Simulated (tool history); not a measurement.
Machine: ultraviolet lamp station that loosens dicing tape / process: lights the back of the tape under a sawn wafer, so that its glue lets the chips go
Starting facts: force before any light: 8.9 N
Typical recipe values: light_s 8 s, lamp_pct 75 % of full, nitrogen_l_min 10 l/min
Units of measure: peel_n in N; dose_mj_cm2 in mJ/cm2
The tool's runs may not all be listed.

{"run": 1, "day": 0.0, "light_s": 8, "lamp_pct": 75, "nitrogen_l_min": 10, "peel_n": 0.338, "dose_mj_cm2": 412}
{"run": 2, "day": 1.925, "light_s": 8, "lamp_pct": 75, "nitrogen_l_min": 10, "peel_n": 0.338, "dose_mj_cm2": 402}
{"run": 3, "day": 3.638, "light_s": 8, "lamp_pct": 75, "nitrogen_l_min": 8, "peel_n": 0.452, "dose_mj_cm2": 396}
{"run": 4, "day": 5.833, "light_s": 8, "lamp_pct": 75, "nitrogen_l_min": 17, "peel_n": 0.205, "dose_mj_cm2": 394}
{"run": 5, "day": 7.621, "light_s": 8, "lamp_pct": 75, "nitrogen_l_min": 17, "peel_n": 0.217, "dose_mj_cm2": 385}
{"run": 6, "day": 9.558, "light_s": 8, "lamp_pct": 75, "nitrogen_l_min": 10, "peel_n": 0.404, "dose_mj_cm2": 380}
{"run": 7, "day": 10.962, "light_s": 8, "lamp_pct": 75, "nitrogen_l_min": 10, "peel_n": 0.399, "dose_mj_cm2": 378}
{"run": 8, "day": 13.458, "light_s": 8, "lamp_pct": 75, "nitrogen_l_min": 10, "peel_n": 0.431, "dose_mj_cm2": 363}
{"run": 9, "day": 15.25, "light_s": 8, "lamp_pct": 75, "nitrogen_l_min": 10, "peel_n": 0.448, "dose_mj_cm2": 359}
{"run": 10, "day": 18.154, "light_s": 6, "lamp_pct": 75, "nitrogen_l_min": 5, "peel_n": 1.691, "dose_mj_cm2": 262}
{"day": 19.688, "done": "window cleaned of glue's vapour"}
{"run": 11, "day": 20.025, "light_s": 6, "lamp_pct": 75, "nitrogen_l_min": 5, "peel_n": 1.318, "dose_mj_cm2": 312}
{"run": 12, "day": 22.829, "light_s": 11, "lamp_pct": 60, "nitrogen_l_min": 4, "peel_n": 0.738, "dose_mj_cm2": 443}
{"run": 13, "day": 24.142, "light_s": 14, "lamp_pct": 89, "nitrogen_l_min": 10, "peel_n": 0.078, "dose_mj_cm2": 816}
{"run": 14, "day": 25.462, "light_s": 4, "lamp_pct": 75, "nitrogen_l_min": 15, "peel_n": 1.285, "dose_mj_cm2": 197}
{"run": 15, "day": 27.167, "light_s": 4, "lamp_pct": 75, "nitrogen_l_min": 15, "peel_n": 1.24, "dose_mj_cm2": 195}
{"run": 16, "day": 28.762, "light_s": 10, "lamp_pct": 83, "nitrogen_l_min": 8, "peel_n": 0.209, "dose_mj_cm2": 528}
{"run": 17, "day": 30.35, "light_s": 10, "lamp_pct": 83, "nitrogen_l_min": 8, "peel_n": 0.228, "dose_mj_cm2": 520}
{"run": 18, "day": 32.267, "light_s": 10, "lamp_pct": 83, "nitrogen_l_min": 8, "peel_n": 0.231, "dose_mj_cm2": 510}

Each row is a separate what-if for the run after 18, all from the same tool condition, not one after another. Results?
{"run": "A", "day": 33.942, "light_s": 6, "lamp_pct": 83, "nitrogen_l_min": 3, "peel_n": "?", "dose_mj_cm2": "?"}
{"run": "B", "day": 33.942, "light_s": 10, "lamp_pct": 60, "nitrogen_l_min": 18, "peel_n": "?", "dose_mj_cm2": "?"}
{"run": "C", "day": 33.942, "light_s": 14, "lamp_pct": 83, "nitrogen_l_min": 4, "peel_n": "?", "dose_mj_cm2": "?"}
{"run": "D", "day": 33.942, "light_s": 9, "lamp_pct": 84, "nitrogen_l_min": 10, "peel_n": "?", "dose_mj_cm2": "?"}
{"run": "E", "day": 33.942, "light_s": 12, "lamp_pct": 83, "nitrogen_l_min": 5, "peel_n": "?", "dose_mj_cm2": "?"}

run=A peel_n=1.901 dose_mj_cm2=306
run=B peel_n=0.238 dose_mj_cm2=364
run=C peel_n=0.221 dose_mj_cm2=705
run=D peel_n=0.239 dose_mj_cm2=458
run=E peel_n=0.271 dose_mj_cm2=607
Had the tool no hidden state, the same runs would have come out as:
run=A peel_n=1.279 dose_mj_cm2=388
run=B peel_n=0.129 dose_mj_cm2=462
run=C peel_n=0.125 dose_mj_cm2=895
run=D peel_n=0.131 dose_mj_cm2=582
run=E peel_n=0.153 dose_mj_cm2=770
